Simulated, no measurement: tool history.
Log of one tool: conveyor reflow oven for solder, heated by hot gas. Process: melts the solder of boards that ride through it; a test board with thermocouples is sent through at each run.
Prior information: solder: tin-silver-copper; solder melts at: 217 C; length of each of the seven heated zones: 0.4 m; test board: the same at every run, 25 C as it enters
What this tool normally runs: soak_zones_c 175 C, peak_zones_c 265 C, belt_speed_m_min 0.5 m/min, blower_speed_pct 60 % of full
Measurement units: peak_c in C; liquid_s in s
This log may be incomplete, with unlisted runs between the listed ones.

{"run": 1, "day": 0.0, "soak_zones_c": 175, "peak_zones_c": 265, "belt_speed_m_min": 0.5, "blower_speed_pct": 60, "peak_c": 250.9, "liquid_s": 71.1}
{"run": 2, "day": 2.688, "soak_zones_c": 175, "peak_zones_c": 265, "belt_speed_m_min": 0.5, "blower_speed_pct": 60, "peak_c": 250.3, "liquid_s": 70.6}
{"run": 3, "day": 4.975, "soak_zones_c": 175, "peak_zones_c": 265, "belt_speed_m_min": 0.562, "blower_speed_pct": 60, "peak_c": 246.6, "liquid_s": 57.6}
{"run": 4, "day": 7.012, "soak_zones_c": 175, "peak_zones_c": 265, "belt_speed_m_min": 0.562, "blower_speed_pct": 60, "peak_c": 246.5, "liquid_s": 57.6}
{"run": 5, "day": 8.346, "soak_zones_c": 175, "peak_zones_c": 265, "belt_speed_m_min": 0.562, "blower_speed_pct": 60, "peak_c": 246.4, "liquid_s": 57.4}
{"day": 9.942, "done": "flux residue cleaned out of gas plates and filters"}
{"run": 6, "day": 10.321, "soak_zones_c": 164, "peak_zones_c": 265, "belt_speed_m_min": 0.5, "blower_speed_pct": 60, "peak_c": 250.8, "liquid_s": 67}
{"run": 7, "day": 11.746, "soak_zones_c": 172, "peak_zones_c": 265, "belt_speed_m_min": 0.5, "blower_speed_pct": 60, "peak_c": 252.4, "liquid_s": 71.9}
{"run": 8, "day": 13.379, "soak_zones_c": 172, "peak_zones_c": 265, "belt_speed_m_min": 0.5, "blower_speed_pct": 60, "peak_c": 251.6, "liquid_s": 71.9}
{"day": 16.488, "done": "thermocouples of zones 6 and 7 changed"}
{"run": 9, "day": 16.488, "soak_zones_c": 175, "peak_zones_c": 265, "belt_speed_m_min": 0.52, "blower_speed_pct": 60, "peak_c": 248.5, "liquid_s": 66.6}
{"run": 10, "day": 17.958, "soak_zones_c": 175, "peak_zones_c": 265, "belt_speed_m_min": 0.52, "blower_speed_pct": 60, "peak_c": 248.9, "liquid_s": 67.1}
{"run": 11, "day": 19.742, "soak_zones_c": 175, "peak_zones_c": 265, "belt_speed_m_min": 0.5, "blower_speed_pct": 60, "peak_c": 249.5, "liquid_s": 71.4}
{"run": 12, "day": 22.842, "soak_zones_c": 175, "peak_zones_c": 268, "belt_speed_m_min": 0.5, "blower_speed_pct": 60, "peak_c": 252.5, "liquid_s": 73.4}
{"run": 13, "day": 24.383, "soak_zones_c": 175, "peak_zones_c": 272, "belt_speed_m_min": 0.5, "blower_speed_pct": 60, "peak_c": 256.3, "liquid_s": 76.4}
{"run": 14, "day": 25.988, "soak_zones_c": 175, "peak_zones_c": 265, "belt_speed_m_min": 0.5, "blower_speed_pct": 60, "peak_c": 249.5, "liquid_s": 70.6}
{"day": 26.742, "done": "belt drive overhauled, speed set with a stopwatch"}
{"run": 15, "day": 28.804, "soak_zones_c": 179, "peak_zones_c": 265, "belt_speed_m_min": 0.5, "blower_speed_pct": 60, "peak_c": 249.6, "liquid_s": 71.7}
{"run": 16, "day": 31.379, "soak_zones_c": 179, "peak_zones_c": 265, "belt_speed_m_min": 0.5, "blower_speed_pct": 60, "peak_c": 249.7, "liquid_s": 71.4}
{"run": 17, "day": 34.075, "soak_zones_c": 179, "peak_zones_c": 265, "belt_speed_m_min": 0.5, "blower_speed_pct": 60, "peak_c": 249.7, "liquid_s": 71.1}
{"run": 18, "day": 35.592, "soak_zones_c": 179, "peak_zones_c": 265, "belt_speed_m_min": 0.5, "blower_speed_pct": 60, "peak_c": 249.6, "liquid_s": 71}
{"day": 36.938, "done": "flux residue cleaned out of gas plates and filters"}
{"run": 19, "day": 38.738, "soak_zones_c": 179, "peak_zones_c": 265, "belt_speed_m_min": 0.5, "blower_speed_pct": 60, "peak_c": 251.7, "liquid_s": 74}
{"run": 20, "day": 41.788, "soak_zones_c": 183, "peak_zones_c": 255, "belt_speed_m_min": 0.5, "blower_speed_pct": 86, "peak_c": 248, "liquid_s": 74.8}
{"run": 21, "day": 44.692, "soak_zones_c": 186, "peak_zones_c": 253, "belt_speed_m_min": 0.5, "blower_speed_pct": 60, "peak_c": 242.4, "liquid_s": 68.7}
{"run": 22, "day": 46.875, "soak_zones_c": 186, "peak_zones_c": 253, "belt_speed_m_min": 0.5, "blower_speed_pct": 60, "peak_c": 242, "liquid_s": 68.4}
{"run": 23, "day": 48.325, "soak_zones_c": 186, "peak_zones_c": 253, "belt_speed_m_min": 0.5, "blower_speed_pct": 60, "peak_c": 242.3, "liquid_s": 68.7}
{"run": 24, "day": 50.479, "soak_zones_c": 163, "peak_zones_c": 265, "belt_speed_m_min": 0.476, "blower_speed_pct": 60, "peak_c": 250.1, "liquid_s": 69.2}
{"run": 25, "day": 53.096, "soak_zones_c": 165, "peak_zones_c": 253, "belt_speed_m_min": 0.475, "blower_speed_pct": 71, "peak_c": 242.3, "liquid_s": 62.9}
{"run": 26, "day": 54.617, "soak_zones_c": 160, "peak_zones_c": 272, "belt_speed_m_min": 0.407, "blower_speed_pct": 54, "peak_c": 259.1, "liquid_s": 91.6}
{"run": 27, "day": 56.975, "soak_zones_c": 175, "peak_zones_c": 262, "belt_speed_m_min": 0.519, "blower_speed_pct": 81, "peak_c": 250.6, "liquid_s": 70.1}
{"run": 28, "day": 59.346, "soak_zones_c": 176, "peak_zones_c": 262, "belt_speed_m_min": 0.574, "blower_speed_pct": 61, "peak_c": 243.8, "liquid_s": 54.2}
{"run": 29, "day": 60.908, "soak_zones_c": 176, "peak_zones_c": 262, "belt_speed_m_min": 0.574, "blower_speed_pct": 61, "peak_c": 243, "liquid_s": 53.6}
{"run": 30, "day": 62.862, "soak_zones_c": 161, "peak_zones_c": 265, "belt_speed_m_min": 0.5, "blower_speed_pct": 82, "peak_c": 252.3, "liquid_s": 68.2}

Here are 4 independent what-if runs from the current tool condition. What would each one return?
{"day": 63.688, "done": "flux residue cleaned out of gas plates and filters"}
{"run": "A", "day": 64.471, "soak_zones_c": 161, "peak_zones_c": 267, "belt_speed_m_min": 0.406, "blower_speed_pct": 84, "peak_c": "?", "liquid_s": "?"}
{"day": 63.688, "done": "flux residue cleaned out of gas plates and filters"}
{"run": "B", "day": 64.471, "soak_zones_c": 161, "peak_zones_c": 257, "belt_speed_m_min": 0.5, "blower_speed_pct": 82, "peak_c": "?", "liquid_s": "?"}
{"day": 63.688, "done": "flux residue cleaned out of gas plates and filters"}
{"run": "C", "day": 64.471, "soak_zones_c": 161, "peak_zones_c": 267, "belt_speed_m_min": 0.443, "blower_speed_pct": 57, "peak_c": "?", "liquid_s": "?"}
{"day": 63.688, "done": "flux residue cleaned out of gas plates and filters"}
{"run": "D", "day": 64.471, "soak_zones_c": 184, "peak_zones_c": 265, "belt_speed_m_min": 0.5, "blower_speed_pct": 60, "peak_c": "?", "liquid_s": "?"}

run=A peak_c=262.6 liquid_s=97.9
run=B peak_c=248 liquid_s=66
run=C peak_c=255.5 liquid_s=80.5
run=D peak_c=253.6 liquid_s=79.6
What these runs would have given with no unlogged condition in the tool:
run=A peak_c=259.8 liquid_s=94.1
run=B peak_c=245.2 liquid_s=62
run=C peak_c=252.6 liquid_s=76.3
run=D peak_c=250.8 liquid_s=75.9
